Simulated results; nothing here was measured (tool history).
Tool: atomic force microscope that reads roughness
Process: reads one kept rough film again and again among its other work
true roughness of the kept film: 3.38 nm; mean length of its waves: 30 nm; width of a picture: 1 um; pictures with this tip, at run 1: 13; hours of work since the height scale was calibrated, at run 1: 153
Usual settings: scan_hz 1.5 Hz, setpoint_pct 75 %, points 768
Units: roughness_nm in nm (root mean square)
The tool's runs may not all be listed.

run	day	scan_hz	setpoint_pct	points	pictures with this tip	hours of work since the height scale was calibrated	roughness_nm
1	0.000	1.5	75	768	13	153	2.666
2	1.633	1.5	75	768	109	180	2.453
# day 2.400: new tip fitted
3	2.938	1.5	75	564	32	202	2.639
4	3.750	1.5	75	564	80	216	2.505
5	4.638	1.5	75	564	132	231	2.401
# day 5.067: new tip fitted
6	6.050	1.5	75	319	58	255	2.543
7	7.304	1.5	80	319	132	276	2.325
# day 7.688: new tip fitted
8	8.429	1.5	80	445	44	295	2.508

Forecast run 9:
# day 8.546: height scale calibrated on a step standard
9	10.196	1.5	78	449	145	28	?

Run 9 gave roughness_nm 2.293 nm (root mean square).
Without the tool's hidden state the same run would have given roughness_nm 2.678 nm (root mean square).
